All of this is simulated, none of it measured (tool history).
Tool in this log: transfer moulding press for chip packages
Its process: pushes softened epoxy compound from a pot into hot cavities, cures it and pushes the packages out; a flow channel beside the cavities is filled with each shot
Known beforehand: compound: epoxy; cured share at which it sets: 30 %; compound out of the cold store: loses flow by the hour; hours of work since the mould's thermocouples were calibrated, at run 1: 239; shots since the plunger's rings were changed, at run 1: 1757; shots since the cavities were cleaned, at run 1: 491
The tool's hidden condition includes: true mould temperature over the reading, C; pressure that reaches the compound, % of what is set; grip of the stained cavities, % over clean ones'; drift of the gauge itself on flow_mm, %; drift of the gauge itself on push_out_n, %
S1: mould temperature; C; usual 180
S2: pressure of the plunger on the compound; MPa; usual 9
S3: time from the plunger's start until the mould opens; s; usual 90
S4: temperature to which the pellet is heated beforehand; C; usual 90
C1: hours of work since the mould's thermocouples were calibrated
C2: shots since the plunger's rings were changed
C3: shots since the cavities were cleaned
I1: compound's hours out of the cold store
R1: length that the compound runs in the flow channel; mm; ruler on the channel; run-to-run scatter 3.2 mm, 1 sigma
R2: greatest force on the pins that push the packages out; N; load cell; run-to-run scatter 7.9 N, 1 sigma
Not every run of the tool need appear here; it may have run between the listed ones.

Run 1, hour 0: usual settings; C1 239; C2 1757; C3 491; I1 27.2. Result: R1 847 mm, R2 332 N.
At hour 24.4: cavities cleaned with cleaning compound and waxed.
Run 2, hour 30.5: usual settings; C1 254; C2 2070; C3 65; I1 37.9. Result: R1 783 mm, R2 343 N.
Run 3, hour 65.4: usual settings; C1 271; C2 2447; C3 442; I1 28.7. Result: R1 835 mm, R2 361 N.
At hour 94.3: cavities cleaned with cleaning compound and waxed.
Run 4, hour 111.3: usual settings but S4 91 C; C1 293; C2 2927; C3 184; I1 32.2. Result: R1 815 mm, R2 352 N.
Run 5, hour 158.2: usual settings but S4 91 C; C1 316; C2 3432; C3 689; I1 26.8. Result: R1 844 mm, R2 342 N.
At hour 164.9: cavities cleaned with cleaning compound and waxed.
Run 6, hour 192.2: usual settings but S4 91 C; C1 333; C2 3783; C3 295; I1 9.3. Result: R1 933 mm, R2 355 N.
At hour 236: cavities cleaned with cleaning compound and waxed.
Run 7, hour 236.1: usual settings; C1 354; C2 4241; C3 1; I1 13.4. Result: R1 912 mm, R2 351 N.
Run 8, hour 262.1: usual settings; C1 367; C2 4522; C3 282; I1 32.9. Result: R1 811 mm, R2 339 N.
At hour 306.6: cavities cleaned with cleaning compound and waxed.
Run 9, hour 308.8: usual settings; C1 389; C2 5009; C3 23; I1 37. Result: R1 793 mm, R2 347 N.
At hour 316.5: plunger's sealing rings changed.
Run 10, hour 337.9: usual settings; C1 402; C2 232; C3 311; I1 36.4. Result: R1 799 mm, R2 353 N.
Run 11, hour 363.8: usual settings; C1 415; C2 511; C3 590; I1 35.9. Result: R1 801 mm, R2 343 N.
At hour 379.3: cavities cleaned with cleaning compound and waxed.
Run 12, hour 422.6: usual settings but S4 80 C; C1 444; C2 1130; C3 468; I1 46.6. Result: R1 751 mm, R2 334 N.
At hour 451.5: cavities cleaned with cleaning compound and waxed.
Run 13, hour 465: usual settings; C1 464; C2 1571; C3 146; I1 29.7. Result: R1 826 mm, R2 347 N.
Run 14, hour 501.8: usual settings but S2 7.35 MPa; C1 482; C2 1968; C3 543; I1 26.8. Result: R1 763 mm, R2 341 N.
At hour 524.4: cavities cleaned with cleaning compound and waxed.
At hour 555: mould's thermocouples calibrated.
Run 15, hour 558.6: usual settings but S1 187 C, S2 7.37 MPa, S3 82 s; C1 2; C2 2543; C3 347; I1 26.1. Result: R1 738 mm, R2 315 N.
At hour 596.6: cavities cleaned with cleaning compound and waxed.
Run 16, hour 614.9: usual settings but S1 178 C, S2 10.76 MPa, S3 85 s, S4 88 C; C1 29; C2 3135; C3 198; I1 9.6. Result: R1 1030 mm, R2 441 N.
At hour 669.2: cavities cleaned with cleaning compound and waxed.
Run 17, hour 669.2: usual settings but S1 177 C, S2 9.3 MPa; C1 55; C2 3704; C3 0; I1 11.2. Result: R1 944 mm, R2 407 N.
Run 18, hour 724.1: usual settings but S1 177 C, S2 9.3 MPa; C1 83; C2 4297; C3 593; I1 20. Result: R1 906 mm, R2 411 N.
At hour 739.9: cavities cleaned with cleaning compound and waxed.
Run 19, hour 768.6: usual settings but S1 176 C, S2 7.07 MPa; C1 104; C2 4762; C3 310; I1 46.6. Result: R1 674 mm, R2 394 N.
At hour 799.4: plunger's sealing rings changed.
At hour 815: cavities cleaned with cleaning compound and waxed.
Run 20, hour 819.9: usual settings but S1 177 C, S2 10.34 MPa; C1 128; C2 204; C3 52; I1 19.3. Result: R1 951 mm, R2 401 N.
Run 21, hour 848.9: usual settings but S1 181 C, S2 10.34 MPa; C1 142; C2 517; C3 365; I1 32.8. Result: R1 867 mm, R2 337 N.
At hour 884.7: cavities cleaned with cleaning compound and waxed.
Run 22, hour 899.5: usual settings but S1 181 C, S2 10.34 MPa; C1 166; C2 1048; C3 160; I1 21.7. Result: R1 925 mm, R2 339 N.
Run 23, hour 923.7: usual settings but S1 181 C, S2 10.2 MPa, S3 80 s, S4 84 C; C1 178; C2 1309; C3 421; I1 38.7. Result: R1 836 mm, R2 381 N.
At hour 956.2: cavities cleaned with cleaning compound and waxed.
Run 24, hour 975: usual settings but S2 9.78 MPa, S3 84 s, S4 83 C; C1 203; C2 1846; C3 202; I1 12.9. Result: R1 951 mm, R2 396 N.
Run 25, hour 1006.6: usual settings but S2 9.78 MPa, S3 84 s, S4 83 C; C1 219; C2 2187; C3 543; I1 24.4. Result: R1 892 mm, R2 393 N.
At hour 1027.5: cavities cleaned with cleaning compound and waxed.
Run 26, hour 1042: usual settings but S1 184 C, S2 7.01 MPa, S3 84 s, S4 83 C; C1 236; C2 2553; C3 156; I1 43.7. Result: R1 658 mm, R2 322 N.
Run 27, hour 1081: usual settings but S2 7.29 MPa, S3 77 s, S4 81 C; C1 255; C2 2974; C3 577; I1 44.7. Result: R1 683 mm, R2 405 N.

Consider 4 possible next runs. They are alternatives, not a sequence: every one starts from the tool as it was left by run 27. What does each give?
At hour 1097.3: cavities cleaned with cleaning compound and waxed.
Run A, hour 1130.9: usual settings but S2 6.92 MPa, S3 94 s, S4 85 C; C1 279; C2 3497; C3 363; I1 42.2. Result: R1 ?, R2 ?.
At hour 1097.3: cavities cleaned with cleaning compound and waxed.
Run B, hour 1130.9: usual settings but S2 9.1 MPa, S3 77 s, S4 85 C; C1 279; C2 3497; C3 363; I1 18. Result: R1 ?, R2 ?.
At hour 1097.3: cavities cleaned with cleaning compound and waxed.
Run C, hour 1130.9: usual settings but S2 7.29 MPa, S3 102 s, S4 94 C; C1 279; C2 3497; C3 363; I1 31.7. Result: R1 ?, R2 ?.
At hour 1097.3: cavities cleaned with cleaning compound and waxed.
Run D, hour 1130.9: usual settings but S1 186 C, S2 9.58 MPa; C1 279; C2 3497; C3 363; I1 46.7. Result: R1 ?, R2 ?.

run   R1   R2
  A  677  323
  B  888  437
  C  736  334
  D  759  312
Stripped of hidden state, with their random variation kept, the same runs would have yielded:
run   R1   R2
  A  678  320
  B  889  434
  C  737  332
  D  759  310
